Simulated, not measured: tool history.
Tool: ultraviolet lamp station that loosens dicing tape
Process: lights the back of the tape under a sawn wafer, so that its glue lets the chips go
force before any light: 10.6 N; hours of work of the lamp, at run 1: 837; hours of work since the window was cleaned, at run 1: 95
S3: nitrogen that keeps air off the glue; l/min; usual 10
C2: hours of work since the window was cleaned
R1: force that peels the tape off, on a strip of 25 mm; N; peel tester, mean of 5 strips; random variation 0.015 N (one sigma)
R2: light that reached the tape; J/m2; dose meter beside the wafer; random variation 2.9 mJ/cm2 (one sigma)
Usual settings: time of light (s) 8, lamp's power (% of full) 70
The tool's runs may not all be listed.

run 1 day=0.000 | time_of_light_(s)=8 lamp's_power_(%_of_full)=70 S3=10 | hours_of_work_of_the_lamp=837 C2=95 | R1=1.314 R2=3160
run 2 day=3.104 | time_of_light_(s)=8 lamp's_power_(%_of_full)=70 S3=10 | hours_of_work_of_the_lamp=897 C2=155 | R1=1.370 R2=3040
run 3 day=5.788 | time_of_light_(s)=8 lamp's_power_(%_of_full)=70 S3=10 | hours_of_work_of_the_lamp=948 C2=206 | R1=1.484 R2=2970
run 4 day=8.517 | time_of_light_(s)=8 lamp's_power_(%_of_full)=70 S3=18 | hours_of_work_of_the_lamp=1001 C2=259 | R1=1.114 R2=2880
run 5 day=10.879 | time_of_light_(s)=8 lamp's_power_(%_of_full)=70 S3=10 | hours_of_work_of_the_lamp=1046 C2=304 | R1=1.675 R2=2800
run 6 day=14.096 | time_of_light_(s)=8 lamp's_power_(%_of_full)=70 S3=10 | hours_of_work_of_the_lamp=1108 C2=366 | R1=1.800 R2=2670
run 7 day=16.896 | time_of_light_(s)=8 lamp's_power_(%_of_full)=70 S3=10 | hours_of_work_of_the_lamp=1161 C2=420 | R1=1.937 R2=2530
run 8 day=19.321 | time_of_light_(s)=5 lamp's_power_(%_of_full)=70 S3=10 | hours_of_work_of_the_lamp=1208 C2=466 | R1=3.645 R2=1540
run 9 day=21.558 | time_of_light_(s)=8 lamp's_power_(%_of_full)=74 S3=10 | hours_of_work_of_the_lamp=1251 C2=509 | R1=2.008 R2=2530
-- day=22.683 lamp changed
run 10 day=22.979 | time_of_light_(s)=8 lamp's_power_(%_of_full)=74 S3=10 | hours_of_work_of_the_lamp=6 C2=535 | R1=0.874 R2=3830
run 11 day=25.696 | time_of_light_(s)=8 lamp's_power_(%_of_full)=75 S3=6 | hours_of_work_of_the_lamp=58 C2=588 | R1=1.361 R2=3770
run 12 day=27.817 | time_of_light_(s)=7 lamp's_power_(%_of_full)=72 S3=14 | hours_of_work_of_the_lamp=99 C2=628 | R1=1.029 R2=3150
-- day=28.100 window cleaned of glue's vapour
run 13 day=30.362 | time_of_light_(s)=13 lamp's_power_(%_of_full)=70 S3=7 | hours_of_work_of_the_lamp=147 C2=43 | R1=0.366 R2=6600
run 14 day=32.875 | time_of_light_(s)=5 lamp's_power_(%_of_full)=70 S3=19 | hours_of_work_of_the_lamp=195 C2=92 | R1=1.419 R2=2470
run 15 day=34.700 | time_of_light_(s)=5 lamp's_power_(%_of_full)=70 S3=19 | hours_of_work_of_the_lamp=230 C2=127 | R1=1.507 R2=2410
run 16 day=36.971 | time_of_light_(s)=5 lamp's_power_(%_of_full)=70 S3=19 | hours_of_work_of_the_lamp=274 C2=170 | R1=1.556 R2=2330
run 17 day=39.300 | time_of_light_(s)=8 lamp's_power_(%_of_full)=79 S3=6 | hours_of_work_of_the_lamp=319 C2=215 | R1=1.177 R2=4040
run 18 day=41.300 | time_of_light_(s)=6 lamp's_power_(%_of_full)=70 S3=6 | hours_of_work_of_the_lamp=357 C2=253 | R1=2.462 R2=2640
run 19 day=44.404 | time_of_light_(s)=9 lamp's_power_(%_of_full)=94 S3=6 | hours_of_work_of_the_lamp=417 C2=313 | R1=0.718 R2=5170
run 20 day=47.025 | time_of_light_(s)=9 lamp's_power_(%_of_full)=94 S3=6 | hours_of_work_of_the_lamp=467 C2=363 | R1=0.780 R2=5050

Forecast each of these 3 alternatives for the next run:
run A day=49.379 | time_of_light_(s)=7 lamp's_power_(%_of_full)=99 S3=10 | hours_of_work_of_the_lamp=512 C2=408 | R1=? R2=?
run B day=49.379 | time_of_light_(s)=9 lamp's_power_(%_of_full)=77 S3=16 | hours_of_work_of_the_lamp=512 C2=408 | R1=? R2=?
run C day=49.379 | time_of_light_(s)=5 lamp's_power_(%_of_full)=75 S3=10 | hours_of_work_of_the_lamp=512 C2=408 | R1=? R2=?

run=A R1=0.796 R2=4030
run=B R1=0.576 R2=4010
run=C R1=2.473 R2=2180
Without the tool's hidden state the same runs would have given:
run=A R1=0.427 R2=5310
run=B R1=0.322 R2=5290
run=C R1=1.590 R2=2880
